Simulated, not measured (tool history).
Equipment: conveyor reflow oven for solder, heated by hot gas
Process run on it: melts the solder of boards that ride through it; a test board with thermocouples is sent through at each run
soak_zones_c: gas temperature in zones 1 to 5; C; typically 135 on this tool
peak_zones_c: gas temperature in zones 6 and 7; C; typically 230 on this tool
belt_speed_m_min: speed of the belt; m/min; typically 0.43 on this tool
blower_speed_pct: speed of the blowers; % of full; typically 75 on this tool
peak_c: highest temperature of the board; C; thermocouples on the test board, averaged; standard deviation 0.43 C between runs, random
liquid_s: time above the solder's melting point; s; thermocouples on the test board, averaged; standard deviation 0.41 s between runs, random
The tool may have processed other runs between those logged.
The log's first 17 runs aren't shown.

Run 18, hour 181.1: usual settings but soak_zones_c 143 C, peak_zones_c 235 C, belt_speed_m_min 0.362 m/min, blower_speed_pct 60 % of full. Result: peak_c 224 C, liquid_s 112.4 s.
Run 19, hour 197.9: usual settings but soak_zones_c 143 C, peak_zones_c 235 C, belt_speed_m_min 0.362 m/min, blower_speed_pct 60 % of full. Result: peak_c 223.7 C, liquid_s 112.2 s.
Run 20, hour 214.3: usual settings but soak_zones_c 143 C, peak_zones_c 235 C, belt_speed_m_min 0.362 m/min, blower_speed_pct 60 % of full. Result: peak_c 222.8 C, liquid_s 112.2 s.
Run 21, hour 222.5: usual settings but soak_zones_c 124 C, peak_zones_c 218 C, belt_speed_m_min 0.387 m/min, blower_speed_pct 72 % of full. Result: peak_c 204.1 C, liquid_s 69.8 s.
Run 22, hour 237: usual settings but soak_zones_c 131 C, peak_zones_c 238 C. Result: peak_c 221.1 C, liquid_s 85.2 s.
At hour 241.9: belt drive overhauled, speed set with a stopwatch.
Run 23, hour 251.8: usual settings but soak_zones_c 124 C, peak_zones_c 241 C, belt_speed_m_min 0.382 m/min, blower_speed_pct 73 % of full. Result: peak_c 226.3 C, liquid_s 99.7 s.
Run 24, hour 267.3: usual settings but soak_zones_c 124 C, peak_zones_c 236 C, belt_speed_m_min 0.382 m/min, blower_speed_pct 73 % of full. Result: peak_c 221.4 C, liquid_s 94.5 s.
Run 25, hour 279: usual settings but soak_zones_c 125 C, peak_zones_c 236 C, belt_speed_m_min 0.355 m/min, blower_speed_pct 73 % of full. Result: peak_c 224 C, liquid_s 104.7 s.
At hour 290.7: belt drive overhauled, speed set with a stopwatch, once more.
Run 26, hour 295.7: usual settings but soak_zones_c 125 C, peak_zones_c 236 C, belt_speed_m_min 0.355 m/min, blower_speed_pct 73 % of full. Result: peak_c 223.5 C, liquid_s 104.8 s.
At hour 303.5: flux residue cleaned out of gas plates and filters.
Run 27, hour 313.8: usual settings but soak_zones_c 148 C, belt_speed_m_min 0.343 m/min. Result: peak_c 222.6 C, liquid_s 121.9 s.
Run 28, hour 330.3: usual settings but peak_zones_c 219 C, belt_speed_m_min 0.352 m/min, blower_speed_pct 88 % of full. Result: peak_c 211.3 C, liquid_s 99.4 s.
Run 29, hour 347.2: usual settings but belt_speed_m_min 0.437 m/min, blower_speed_pct 58 % of full. Result: peak_c 212.7 C, liquid_s 76.4 s.
Run 30, hour 357.9: usual settings but belt_speed_m_min 0.448 m/min, blower_speed_pct 80 % of full. Result: peak_c 215.5 C, liquid_s 78.9 s.
Run 31, hour 371.4: usual settings but soak_zones_c 138 C. Result: peak_c 216.9 C, liquid_s 84.1 s.

Branching from run 31: 3 alternative next runs. What would each branch give?
Run A, hour 378.6: usual settings but soak_zones_c 146 C, peak_zones_c 234 C, blower_speed_pct 82 % of full. Result: peak_c ?, liquid_s ?.
Run B, hour 378.6: usual settings but soak_zones_c 122 C, peak_zones_c 235 C, blower_speed_pct 55 % of full. Result: peak_c ?, liquid_s ?.
Run C, hour 378.6: usual settings but soak_zones_c 137 C. Result: peak_c ?, liquid_s ?.

run  peak_c  liquid_s
  A   221.8      94.7
  B   215.3      73.6
  C   215.8      83.7
Without the tool's hidden state the same runs would have given:
run  peak_c  liquid_s
  A   223.1      95.6
  B   216.5        75
  C     217      84.9

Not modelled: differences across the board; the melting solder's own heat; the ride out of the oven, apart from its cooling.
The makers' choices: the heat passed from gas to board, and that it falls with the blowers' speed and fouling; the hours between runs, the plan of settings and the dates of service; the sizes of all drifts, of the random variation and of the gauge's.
